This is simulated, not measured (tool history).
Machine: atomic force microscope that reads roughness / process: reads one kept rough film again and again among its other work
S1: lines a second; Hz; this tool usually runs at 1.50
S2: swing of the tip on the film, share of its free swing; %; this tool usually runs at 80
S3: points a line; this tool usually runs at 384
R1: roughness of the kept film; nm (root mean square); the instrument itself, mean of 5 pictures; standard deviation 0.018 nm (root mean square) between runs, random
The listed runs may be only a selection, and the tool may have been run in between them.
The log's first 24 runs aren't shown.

{"run": 25, "day": 68.967, "S1": 1.5, "S2": 85, "S3": 384, "R1": 3.418}
{"day": 71.062, "done": "new tip fitted"}
{"run": 26, "day": 71.629, "S1": 1.74, "S2": 62, "S3": 384, "R1": 4.337}
{"run": 27, "day": 75.217, "S1": 3.0, "S2": 72, "S3": 404, "R1": 3.73}
{"run": 28, "day": 78.75, "S1": 3.0, "S2": 72, "S3": 404, "R1": 3.385}
{"day": 80.354, "done": "new tip fitted"}
{"run": 29, "day": 81.3, "S1": 3.58, "S2": 62, "S3": 495, "R1": 4.167}
{"run": 30, "day": 83.708, "S1": 3.58, "S2": 62, "S3": 495, "R1": 3.941}
{"run": 31, "day": 86.083, "S1": 1.5, "S2": 59, "S3": 633, "R1": 3.832}
{"run": 32, "day": 87.867, "S1": 0.77, "S2": 80, "S3": 384, "R1": 3.604}
{"day": 89.608, "done": "new tip fitted"}
{"run": 33, "day": 90.892, "S1": 0.77, "S2": 80, "S3": 384, "R1": 4.253}
{"run": 34, "day": 93.154, "S1": 0.77, "S2": 80, "S3": 384, "R1": 3.963}
{"run": 35, "day": 96.096, "S1": 0.77, "S2": 80, "S3": 384, "R1": 3.741}
{"run": 36, "day": 98.454, "S1": 0.77, "S2": 59, "S3": 950, "R1": 3.609}
{"day": 98.954, "done": "new tip fitted"}
{"run": 37, "day": 101.912, "S1": 2.69, "S2": 63, "S3": 856, "R1": 4.055}
{"run": 38, "day": 103.429, "S1": 0.71, "S2": 63, "S3": 296, "R1": 3.963}
{"run": 39, "day": 106.95, "S1": 0.71, "S2": 63, "S3": 296, "R1": 3.613}
{"day": 108.346, "done": "new tip fitted"}
{"run": 40, "day": 108.575, "S1": 2.82, "S2": 68, "S3": 547, "R1": 4.254}
{"run": 41, "day": 112.204, "S1": 1.17, "S2": 68, "S3": 853, "R1": 4.025}
{"run": 42, "day": 114.208, "S1": 3.85, "S2": 80, "S3": 384, "R1": 3.369}
{"run": 43, "day": 116.725, "S1": 3.95, "S2": 62, "S3": 909, "R1": 3.483}
{"day": 117.596, "done": "new tip fitted"}
{"run": 44, "day": 120.329, "S1": 1.93, "S2": 62, "S3": 909, "R1": 4.141}
{"run": 45, "day": 121.988, "S1": 1.93, "S2": 62, "S3": 909, "R1": 3.94}
{"run": 46, "day": 124.408, "S1": 1.93, "S2": 65, "S3": 909, "R1": 3.657}
{"day": 126.862, "done": "new tip fitted"}
{"run": 47, "day": 126.862, "S1": 1.93, "S2": 65, "S3": 357, "R1": 4.397}
{"run": 48, "day": 129.733, "S1": 1.93, "S2": 65, "S3": 357, "R1": 4.073}

Predict the results of run 49:
{"run": 49, "day": 133.25, "S1": 0.66, "S2": 66, "S3": 293, "R1": "?"}

Run 49 produced R1 3.813 nm (root mean square).
Had the tool carried no hidden state, the very same run would have given R1 4.501 nm (root mean square).
